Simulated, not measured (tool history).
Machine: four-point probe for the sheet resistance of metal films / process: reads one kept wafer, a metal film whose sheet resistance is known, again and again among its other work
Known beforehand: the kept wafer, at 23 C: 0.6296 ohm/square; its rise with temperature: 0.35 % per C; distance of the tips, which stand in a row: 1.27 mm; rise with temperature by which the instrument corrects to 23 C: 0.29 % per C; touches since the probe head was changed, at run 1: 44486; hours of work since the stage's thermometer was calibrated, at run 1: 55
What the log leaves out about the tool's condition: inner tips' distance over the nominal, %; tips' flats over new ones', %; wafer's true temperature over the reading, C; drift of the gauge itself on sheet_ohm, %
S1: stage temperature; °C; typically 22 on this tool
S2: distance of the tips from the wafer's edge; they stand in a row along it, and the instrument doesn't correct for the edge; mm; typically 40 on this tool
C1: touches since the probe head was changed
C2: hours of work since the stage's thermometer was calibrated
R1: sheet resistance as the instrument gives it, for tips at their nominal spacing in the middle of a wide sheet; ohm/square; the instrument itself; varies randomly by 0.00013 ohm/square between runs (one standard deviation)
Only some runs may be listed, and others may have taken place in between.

run	day	S1	S2	C1	C2	R1
1	0.000	22	40	44486	55	0.633810
2	1.412	22	40	46514	80	0.633926
3	2.454	19	40	48008	98	0.632749
4	3.708	19	40	49810	120	0.632935
5	4.629	19	40	51131	136	0.632770
6	6.017	26	40	53125	161	0.635333
7	7.025	26	40	54575	179	0.635431
8	7.796	26	40	55677	192	0.635615
9	9.138	26	40	57604	216	0.635275
10	9.871	22	40	58656	229	0.633971
11	11.312	22	40	60728	255	0.633864
12	12.708	22	40	62732	279	0.634197
13	13.708	22	40	64170	297	0.634217
14	14.850	22	75	65810	317	0.633992
15	16.117	22	75	67629	339	0.633969
16	16.754	28	75	68541	351	0.636174
17	17.371	28	75	69426	362	0.635990
18	18.233	28	75	70663	377	0.636153
19	19.454	28	75	72420	398	0.636370
20	20.842	22	40	74410	423	0.634162
21	22.038	22	3	76125	444	0.689184
22	23.408	22	3	78097	468	0.689277
23	24.758	22	3	80037	492	0.689357
24	26.012	22	3	81835	514	0.689307
25	27.133	32	39	83445	534	0.638021
26	27.733	32	4	84309	545	0.670270
27	29.238	32	4	86464	571	0.670538
28	30.642	26	7	88481	596	0.646836
29	31.475	34	36	89680	611	0.638987
30	32.100	32	4	90575	622	0.670646
31	32.842	32	3	91639	635	0.693295
32	34.125	22	10	93485	658	0.639447
33	35.554	19	7	95535	683	0.644355
34	36.912	27	26	97488	707	0.636824
35	37.754	27	26	98694	722	0.637177
36	39.171	27	26	100731	747	0.636889
37	40.142	27	26	102120	764	0.637199
38	41.446	21	32	103997	787	0.634686
39	42.250	22	7	105150	801	0.645778
40	42.854	22	7	106016	812	0.645539
41	43.862	24	19	107464	830	0.636941
42	45.062	33	19	109190	851	0.640025
43	45.925	35	13	110427	866	0.642577
44	47.008	22	51	111979	885	0.634725
45	47.879	25	10	113234	901	0.641464
46	48.950	18	40	114766	920	0.633545

Difference, measured minus no-hidden-state, one row per run. Run-to-run variation is common to both terms; the gauge's own scatter need not be:
run	R1
1	+0.004230
2	+0.004265
3	+0.004284
4	+0.004317
5	+0.004339
6	+0.004398
7	+0.004424
8	+0.004442
9	+0.004474
10	+0.004480
11	+0.004514
12	+0.004551
13	+0.004577
14	+0.004609
15	+0.004639
16	+0.004677
17	+0.004691
18	+0.004714
19	+0.004747
20	+0.004758
21	+0.005161
22	+0.005200
23	+0.005238
24	+0.005270
25	+0.004956
26	+0.005198
27	+0.005242
28	+0.005099
29	+0.005076
30	+0.005319
31	+0.005505
32	+0.005134
33	+0.005199
34	+0.005194
35	+0.005218
36	+0.005253
37	+0.005281
38	+0.005282
39	+0.005389
40	+0.005404
41	+0.005365
42	+0.005437
43	+0.005478
44	+0.005419
45	+0.005504
46	+0.005452
